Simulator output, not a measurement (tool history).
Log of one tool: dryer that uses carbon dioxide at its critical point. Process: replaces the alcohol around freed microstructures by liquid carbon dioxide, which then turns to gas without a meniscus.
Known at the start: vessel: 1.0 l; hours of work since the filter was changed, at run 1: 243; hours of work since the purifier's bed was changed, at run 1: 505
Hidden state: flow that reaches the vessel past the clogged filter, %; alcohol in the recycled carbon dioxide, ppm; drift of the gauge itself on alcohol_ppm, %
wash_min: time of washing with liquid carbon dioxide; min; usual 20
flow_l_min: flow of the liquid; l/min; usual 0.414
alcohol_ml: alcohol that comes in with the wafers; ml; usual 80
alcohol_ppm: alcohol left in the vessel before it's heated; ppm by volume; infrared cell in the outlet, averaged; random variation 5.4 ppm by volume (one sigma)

run	hour	wash_min	flow_l_min	alcohol_ml	hours of work since the filter was changed	hours of work since the purifier's bed was changed	alcohol_ppm
1	0	20	0.414	80	243	505	425
2	22.5	20	0.414	80	253	516	429
3	43.7	20	0.414	80	264	526	439
4	58	20	0.414	80	270	533	438
5	80.8	20	0.435	80	281	544	390
6	106.4	20	0.435	80	294	556	401
7	139.7	20	0.435	80	310	572	418
8	160.9	20	0.435	80	320	582	435
9	185.5	20	0.435	80	331	594	443
# hour 205.5: inlet filter changed
10	205.5	20	0.414	80	0	603	353
11	233.7	20	0.414	80	13	616	378
12	250.4	20	0.414	80	21	624	378
13	281	20	0.414	110	36	639	434
14	313.2	20	0.414	52	51	654	326
15	328.9	31	0.414	52	59	662	247
16	347.6	20	0.414	50	68	671	347
17	377	29	0.414	80	82	685	266
18	394	20	0.414	80	90	693	424
19	416.3	20	0.414	80	101	704	426
20	434.9	20	0.414	80	110	712	425
21	451.2	20	0.414	80	117	720	425
22	481.9	20	0.414	80	132	735	455
23	514.3	20	0.414	80	148	750	449
24	531.8	20	0.414	27	156	759	339
# hour 547.5: purifier's bed changed
25	557.8	20	0.414	27	167	5	78
26	574.6	20	0.414	27	175	13	78
27	603.6	15	0.562	28	189	27	82
28	636	24	0.623	108	204	42	32
29	655.3	14	0.42	46	214	52	704
30	680.1	20	0.414	37	225	63	138
31	695.4	29	0.563	80	233	71	42
32	724.4	17	0.7	80	247	85	51
33	743	17	0.7	80	256	93	60
34	761.7	18	0.471	80	264	102	242
35	783.3	17	0.5	91	275	113	302
36	811.4	20	0.356	55	288	126	451
37	837.8	20	0.262	55	301	139	1439
38	862.7	20	0.317	43	313	151	601
39	884.9	20	0.547	43	323	161	85
40	904.6	21	0.554	31	333	171	78
# hour 923: inlet filter changed
41	926.2	20	0.473	47	2	181	112
42	948.9	21	0.3	32	12	191	315
43	965.8	21	0.3	32	20	199	320
44	982.8	20	0.48	49	29	208	113
45	1000.2	20	0.458	59	37	216	141
46	1015.7	14	0.413	80	44	223	1074

Forecast each of these 4 alternatives for the next run:
A	1048.3	17	0.413	105	60	239	?
B	1048.3	27	0.414	80	60	239	?
C	1048.3	26	0.266	80	60	239	?
D	1048.3	14	0.375	80	60	239	?

run	alcohol_ppm
A	602
B	105
C	504
D	1595
Without the tool's hidden state the same runs would have given:
run	alcohol_ppm
A	456
B	14
C	368
D	1375

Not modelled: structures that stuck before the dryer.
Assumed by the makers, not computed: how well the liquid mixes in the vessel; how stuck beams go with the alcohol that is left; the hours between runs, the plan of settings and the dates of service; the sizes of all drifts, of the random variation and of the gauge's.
